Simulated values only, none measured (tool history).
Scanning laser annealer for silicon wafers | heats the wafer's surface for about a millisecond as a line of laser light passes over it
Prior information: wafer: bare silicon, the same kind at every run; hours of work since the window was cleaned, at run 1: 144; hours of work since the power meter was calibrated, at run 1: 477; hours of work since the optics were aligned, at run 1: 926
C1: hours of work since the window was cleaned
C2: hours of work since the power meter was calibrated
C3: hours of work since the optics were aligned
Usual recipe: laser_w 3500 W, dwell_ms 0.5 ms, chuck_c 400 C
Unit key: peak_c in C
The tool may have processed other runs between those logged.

Run 1, hour 0: usual settings; C1 144; C2 477; C3 926. Result: peak_c 1239 C.
Run 2, hour 17.9: usual settings but dwell_ms 0.355 ms; C1 155; C2 488; C3 937. Result: peak_c 1130 C.
Run 3, hour 26.7: usual settings but dwell_ms 0.554 ms; C1 160; C2 494; C3 942. Result: peak_c 1280 C.
Run 4, hour 42.4: usual settings but chuck_c 409 C; C1 170; C2 503; C3 952. Result: peak_c 1252 C.
Run 5, hour 53.7: usual settings; C1 176; C2 510; C3 959. Result: peak_c 1241 C.
Run 6, hour 67.5: usual settings; C1 185; C2 519; C3 967. Result: peak_c 1240 C.
Run 7, hour 83.8: usual settings; C1 195; C2 529; C3 977. Result: peak_c 1242 C.
Run 8, hour 92.2: usual settings but dwell_ms 0.574 ms, chuck_c 402 C; C1 200; C2 534; C3 983. Result: peak_c 1293 C.
Run 9, hour 103.9: usual settings but dwell_ms 0.574 ms, chuck_c 402 C; C1 207; C2 541; C3 990. Result: peak_c 1292 C.
Run 10, hour 118.2: usual settings but laser_w 3506 W, chuck_c 360 C; C1 216; C2 550; C3 998. Result: peak_c 1204 C.
Run 11, hour 127.7: usual settings but laser_w 3506 W, chuck_c 360 C; C1 222; C2 556; C3 1004. Result: peak_c 1202 C.
Run 12, hour 139.8: usual settings but laser_w 3506 W, dwell_ms 0.442 ms, chuck_c 360 C; C1 229; C2 563; C3 1012. Result: peak_c 1158 C.
Run 13, hour 154.6: usual settings but laser_w 3506 W, dwell_ms 0.442 ms, chuck_c 360 C; C1 238; C2 572; C3 1021. Result: peak_c 1161 C.
Run 14, hour 166.5: usual settings but laser_w 3224 W, chuck_c 368 C; C1 246; C2 579; C3 1028. Result: peak_c 1140 C.

5 options for the next run, each taken on its own from the tool as it stands now. Forecast them:
Run A, hour 185.2: usual settings but laser_w 3224 W, chuck_c 402 C; C1 257; C2 591; C3 1039. Result: peak_c ?.
Run B, hour 185.2: usual settings but laser_w 3838 W, dwell_ms 0.461 ms; C1 257; C2 591; C3 1039. Result: peak_c ?.
Run C, hour 185.2: usual settings but laser_w 3002 W, dwell_ms 0.481 ms, chuck_c 368 C; C1 257; C2 591; C3 1039. Result: peak_c ?.
Run D, hour 185.2: usual settings but chuck_c 428 C; C1 257; C2 591; C3 1039. Result: peak_c ?.
Run E, hour 185.2: usual settings but dwell_ms 0.478 ms; C1 257; C2 591; C3 1039. Result: peak_c ?.

run  peak_c
  A    1173
  B    1297
  C    1069
  D    1271
  E    1225
Without the tool's unlogged condition, the same runs would have read:
run  peak_c
  A    1174
  B    1298
  C    1070
  D    1272
  E    1226
